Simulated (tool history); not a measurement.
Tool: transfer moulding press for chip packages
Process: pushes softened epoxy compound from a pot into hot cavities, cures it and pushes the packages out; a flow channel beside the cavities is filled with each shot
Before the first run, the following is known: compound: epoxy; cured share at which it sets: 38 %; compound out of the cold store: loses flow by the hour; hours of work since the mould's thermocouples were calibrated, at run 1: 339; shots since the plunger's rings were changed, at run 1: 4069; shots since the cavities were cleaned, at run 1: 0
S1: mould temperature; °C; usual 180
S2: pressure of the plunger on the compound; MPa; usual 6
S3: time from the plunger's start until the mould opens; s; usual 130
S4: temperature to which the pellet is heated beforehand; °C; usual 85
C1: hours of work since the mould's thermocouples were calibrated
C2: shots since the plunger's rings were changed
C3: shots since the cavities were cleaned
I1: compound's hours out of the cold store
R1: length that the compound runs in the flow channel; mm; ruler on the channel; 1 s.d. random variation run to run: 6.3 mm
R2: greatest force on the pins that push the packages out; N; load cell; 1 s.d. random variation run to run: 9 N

run	hour	S1	S2	S3	S4	C1	C2	C3	I1	R1	R2
1	0	180	6	130	85	339	4069	0	31.6	659	409
2	14.6	180	5.84	130	85	346	4169	100	42.5	620	471
3	35.7	180	5.84	130	85	356	4313	244	27.7	651	585
4	52.2	180	6	130	85	364	4426	357	26.1	667	641
5	63.2	180	6	130	85	369	4502	433	41.6	624	641
6	79.4	180	6	130	85	377	4613	544	20.4	688	661
7	96	180	6	130	85	385	4726	657	29.7	648	760
8	114.6	180	6	130	85	394	4853	784	32.7	642	753
9	135.1	180	6	130	85	404	4994	925	16.1	682	813
10	147.8	180	6	130	85	410	5080	1011	11	705	831
# hour 157.8: cavities cleaned with cleaning compound and waxed
11	159.5	180	6	130	90	415	5150	11	25.6	664	445
# hour 171.8: plunger's sealing rings changed
12	172	180	4.77	130	85	420	2	80	9.9	674	508
13	184.7	180	4.77	148	85	426	89	167	32.2	599	457
14	194.5	180	4.77	148	85	431	156	234	18.6	644	516
15	208.6	180	5.82	148	85	438	252	330	22.5	695	531
16	224.1	174	5.49	132	95	445	359	437	16.1	727	963
17	237.4	175	7.26	130	85	452	450	528	32.7	758	959
18	258.2	175	7.26	130	85	462	592	670	13.8	838	1056
19	277.3	175	7.26	130	85	471	723	801	44.4	730	997
20	293.1	186	5.66	136	91	478	831	909	16.5	681	631
21	304.4	185	5.47	162	79	484	908	986	27.5	659	631
22	315.9	180	6	134	85	490	987	1065	42.4	652	782
# hour 319.5: cavities cleaned with cleaning compound and waxed
23	336.5	180	6	134	85	499	1118	117	43	650	458
24	353.4	188	5.57	130	85	507	1234	233	38	615	444
25	362.8	184	6.22	130	91	511	1298	297	23.4	700	503
26	379.3	184	6.22	130	91	519	1411	410	43.6	656	533
27	400.5	180	6	119	86	530	1556	555	19.7	707	847
28	411.7	180	6	130	76	535	1633	632	44	642	748
29	426.9	172	6.76	130	78	542	1737	736	13.5	801	1413
30	441	172	6.76	130	78	549	1833	832	47.4	704	1276

How would selected steps in R1 from run to run divide? Give the signed amount a tool lacking its hidden state would still show from settings, what came in and random variation, and the signed amount left for the hidden state, including any gauge scatter that is not in both of the compared results.
The tool's hidden condition here consists of: true mould temperature over the reading, C; pressure that reaches the compound, % of what is set; grip of the stained cavities, % over clean ones'; drift of the gauge itself on flow_mm, %; drift of the gauge itself on push_out_n, %.
Run 2 -> 3: nothing adjusted, nothing logged. R1 +31 mm: hidden state -4, all else +35.
Run 5 -> 6: nothing adjusted, nothing logged. R1 +64 mm: hidden state -5, all else +69.
Run 11 -> 12: S2 6 -> 4.77, S4 90 -> 85, plunger's sealing rings changed. R1 +10 mm: hidden state +49, all else -39.
Run 18 -> 19: nothing adjusted, nothing logged. R1 -108 mm: hidden state -1, all else -107.
Run 28 -> 29: S1 180 -> 172, S2 6 -> 6.76, S4 76 -> 78. R1 +159 mm: hidden state -4, all else +163.
Run 29 -> 30: nothing adjusted, nothing logged. R1 -97 mm: hidden state +1, all else -98.
